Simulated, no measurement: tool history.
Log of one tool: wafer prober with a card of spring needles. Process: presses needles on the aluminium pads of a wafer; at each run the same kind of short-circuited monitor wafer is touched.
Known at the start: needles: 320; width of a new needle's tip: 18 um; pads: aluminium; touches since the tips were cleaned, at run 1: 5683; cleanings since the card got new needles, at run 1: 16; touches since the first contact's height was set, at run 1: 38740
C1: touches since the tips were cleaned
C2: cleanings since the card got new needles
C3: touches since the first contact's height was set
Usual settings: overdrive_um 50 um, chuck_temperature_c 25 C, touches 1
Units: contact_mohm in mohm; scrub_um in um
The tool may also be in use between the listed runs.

Run 1, hour 0.0: usual settings; C1 5683; C2 16; C3 38740. Result: contact_mohm 201 mohm, scrub_um 13.07 um.
At hour 3.5: tips cleaned on abrasive film.
At hour 17.8: tips cleaned on abrasive film.
Run 2, hour 24.2: usual settings; C1 2694; C2 18; C3 48929. Result: contact_mohm 186 mohm, scrub_um 12.94 um.
At hour 33.0: tips cleaned on abrasive film.
At hour 47.1: tips cleaned on abrasive film.
Run 3, hour 56.7: usual settings but overdrive_um 63 um; C1 4079; C2 20; C3 62684. Result: contact_mohm 173 mohm, scrub_um 16.35 um.
At hour 61.5: tips cleaned on abrasive film.
At hour 65.2: height of the first contact set anew.
Run 4, hour 74.0: usual settings but overdrive_um 33 um; C1 5178; C2 21; C3 3740. Result: contact_mohm 274 mohm, scrub_um 8.76 um.
At hour 77.4: tips cleaned on abrasive film.
At hour 91.5: tips cleaned on abrasive film.
Run 5, hour 102.6: usual settings but overdrive_um 33 um; C1 4710; C2 23; C3 15835. Result: contact_mohm 269 mohm, scrub_um 8.72 um.
At hour 105.9: tips cleaned on abrasive film.
At hour 121.5: tips cleaned on abrasive film.
Run 6, hour 128.4: usual settings; C1 2947; C2 25; C3 26721. Result: contact_mohm 189 mohm, scrub_um 13.13 um.
At hour 135.2: tips cleaned on abrasive film.
At hour 149.9: tips cleaned on abrasive film.
Run 7, hour 154.4: usual settings but chuck_temperature_c 43 C; C1 1920; C2 27; C3 37667. Result: contact_mohm 178 mohm, scrub_um 13.07 um.
At hour 163.7: tips cleaned on abrasive film.
Run 8, hour 175.7: usual settings but chuck_temperature_c 43 C; C1 5133; C2 28; C3 46703. Result: contact_mohm 200 mohm, scrub_um 13.02 um.
At hour 178.9: tips cleaned on abrasive film.
At hour 193.9: tips cleaned on abrasive film.
Run 9, hour 206.2: usual settings; C1 5259; C2 30; C3 59578. Result: contact_mohm 205 mohm, scrub_um 12.93 um.
At hour 208.4: tips cleaned on abrasive film.
At hour 222.3: tips cleaned on abrasive film.
At hour 222.6: height of the first contact set anew.
Run 10, hour 230.2: usual settings but overdrive_um 55 um; C1 3240; C2 32; C3 3240. Result: contact_mohm 180 mohm, scrub_um 14.53 um.
At hour 238.0: tips cleaned on abrasive film.
At hour 252.8: tips cleaned on abrasive film.
Run 11, hour 265.4: usual settings but overdrive_um 55 um; C1 5344; C2 34; C3 18112. Result: contact_mohm 187 mohm, scrub_um 14.47 um.
At hour 268.9: tips cleaned on abrasive film.
At hour 283.0: tips cleaned on abrasive film.
At hour 297.2: tips cleaned on abrasive film.
Run 12, hour 297.2: usual settings but overdrive_um 64 um; C1 0; C2 37; C3 31494. Result: contact_mohm 132 mohm, scrub_um 16.84 um.
At hour 313.7: tips cleaned on abrasive film.
At hour 327.7: tips cleaned on abrasive film.
Run 13, hour 327.9: usual settings; C1 81; C2 39; C3 44453. Result: contact_mohm 141 mohm, scrub_um 12.98 um.
At hour 341.7: tips cleaned on abrasive film.
Run 14, hour 346.8: usual settings but touches 2; C1 2136; C2 40; C3 52427. Result: contact_mohm 162 mohm, scrub_um 12.99 um.
At hour 358.0: tips cleaned on abrasive film.
At hour 372.2: tips cleaned on abrasive film.
Run 15, hour 376.1: usual settings but touches 2; C1 1634; C2 42; C3 64801. Result: contact_mohm 154 mohm, scrub_um 13.01 um.
At hour 379.2: height of the first contact set anew.
At hour 388.3: tips cleaned on abrasive film.
Run 16, hour 399.8: usual settings but overdrive_um 30 um, chuck_temperature_c 55 C, touches 2; C1 4910; C2 43; C3 8700. Result: contact_mohm 242 mohm, scrub_um 7.91 um.
At hour 404.1: tips cleaned on abrasive film.
At hour 418.5: tips cleaned on abrasive film.
Run 17, hour 419.7: usual settings but overdrive_um 55 um, chuck_temperature_c 67 C, touches 2; C1 518; C2 45; C3 17087. Result: contact_mohm 142 mohm, scrub_um 14.46 um.
At hour 435.3: tips cleaned on abrasive film.
Run 18, hour 440.9: usual settings but chuck_temperature_c 94 C, touches 2; C1 2395; C2 46; C3 26041. Result: contact_mohm 173 mohm, scrub_um 13.01 um.
At hour 449.9: tips cleaned on abrasive film.
Run 19, hour 458.4: usual settings but overdrive_um 33 um, chuck_temperature_c 80 C, touches 3; C1 3635; C2 47; C3 33433. Result: contact_mohm 190 mohm, scrub_um 8.61 um.
At hour 466.0: tips cleaned on abrasive film.
At hour 480.8: tips cleaned on abrasive film.
At hour 494.7: tips cleaned on abrasive film.
Run 20, hour 498.2: usual settings but overdrive_um 35 um, chuck_temperature_c 77 C, touches 2; C1 1501; C2 50; C3 50210. Result: contact_mohm 190 mohm, scrub_um 9.03 um.
At hour 511.0: tips cleaned on abrasive film.
Run 21, hour 519.4: usual settings but overdrive_um 33 um, chuck_temperature_c 77 C, touches 2; C1 3582; C2 51; C3 59185. Result: contact_mohm 231 mohm, scrub_um 8.49 um.
At hour 525.8: tips cleaned on abrasive film.
At hour 537.9: height of the first contact set anew.
At hour 540.8: tips cleaned on abrasive film.
Run 22, hour 541.0: usual settings but overdrive_um 31 um, chuck_temperature_c 31 C; C1 65; C2 53; C3 1272. Result: contact_mohm 155 mohm, scrub_um 8.29 um.
At hour 554.6: tips cleaned on abrasive film.
At hour 569.7: tips cleaned on abrasive film.
Run 23, hour 572.4: usual settings but overdrive_um 31 um, chuck_temperature_c 31 C; C1 1154; C2 55; C3 14543. Result: contact_mohm 213 mohm, scrub_um 8.12 um.
At hour 584.2: tips cleaned on abrasive film.
At hour 597.9: tips cleaned on abrasive film.
At hour 613.4: tips cleaned on abrasive film.
Run 24, hour 614.4: usual settings but overdrive_um 31 um, chuck_temperature_c 31 C; C1 437; C2 58; C3 32264. Result: contact_mohm 177 mohm, scrub_um 7.98 um.
At hour 628.5: tips cleaned on abrasive film.
At hour 643.7: tips cleaned on abrasive film.
Run 25, hour 647.1: usual settings but overdrive_um 43 um, chuck_temperature_c 91 C, touches 2; C1 1435; C2 60; C3 46074. Result: contact_mohm 176 mohm, scrub_um 11.16 um.
At hour 659.6: tips cleaned on abrasive film.
At hour 673.3: tips cleaned on abrasive film.
Run 26, hour 678.4: usual settings but overdrive_um 33 um, chuck_temperature_c 82 C; C1 2190; C2 62; C3 59321. Result: contact_mohm 246 mohm, scrub_um 8.39 um.
At hour 688.6: tips cleaned on abrasive film.
At hour 695.0: height of the first contact set anew.
At hour 703.6: tips cleaned on abrasive film.
Run 27, hour 709.7: usual settings but overdrive_um 41 um, chuck_temperature_c 32 C, touches 2; C1 2594; C2 64; C3 6187. Result: contact_mohm 182 mohm, scrub_um 10.78 um.
At hour 717.8: tips cleaned on abrasive film.
At hour 732.9: tips cleaned on abrasive film.
At hour 746.6: tips cleaned on abrasive film.
Run 28, hour 747.4: usual settings but overdrive_um 41 um, chuck_temperature_c 32 C, touches 2; C1 357; C2 67; C3 22090. Result: contact_mohm 144 mohm, scrub_um 10.73 um.
At hour 760.4: tips cleaned on abrasive film.
At hour 775.7: tips cleaned on abrasive film.
Run 29, hour 778.7: usual settings but chuck_temperature_c 46 C, touches 2; C1 1246; C2 69; C3 35276. Result: contact_mohm 155 mohm, scrub_um 13.13 um.
At hour 791.4: tips cleaned on abrasive film.
At hour 807.7: tips cleaned on abrasive film.
Run 30, hour 816.1: usual settings but overdrive_um 62 um, chuck_temperature_c 31 C, touches 3; C1 3586; C2 71; C3 51127. Result: contact_mohm 146 mohm, scrub_um 16.15 um.

Hidden state or all else? Some run-to-run changes of contact_mohm, split into what the settings, what came in and random variation would give without the hidden state, and what is left for the hidden state (with any gauge scatter that isn't in both results):
The hidden state here: debris on the tips, nm; way that the needles fall short of the set height, um; tips' diameter, um; drift of the gauge itself on contact_mohm, %; drift of the gauge itself on scrub_um, %.
Run 3 -> 4: overdrive_um 63 -> 33, tips cleaned on abrasive film, height of the first contact set anew. contact_mohm +101 mohm: hidden state +95, all else +6.
Run 5 -> 6: overdrive_um 33 -> 50, tips cleaned on abrasive film, tips cleaned on abrasive film. contact_mohm -80 mohm: hidden state -76, all else -4.
Run 15 -> 16: overdrive_um 50 -> 30, chuck_temperature_c 25 -> 55, height of the first contact set anew, tips cleaned on abrasive film. contact_mohm +88 mohm: hidden state +73, all else +15.
Run 16 -> 17: overdrive_um 30 -> 55, chuck_temperature_c 55 -> 67, tips cleaned on abrasive film, tips cleaned on abrasive film. contact_mohm -100 mohm: hidden state -91, all else -9.

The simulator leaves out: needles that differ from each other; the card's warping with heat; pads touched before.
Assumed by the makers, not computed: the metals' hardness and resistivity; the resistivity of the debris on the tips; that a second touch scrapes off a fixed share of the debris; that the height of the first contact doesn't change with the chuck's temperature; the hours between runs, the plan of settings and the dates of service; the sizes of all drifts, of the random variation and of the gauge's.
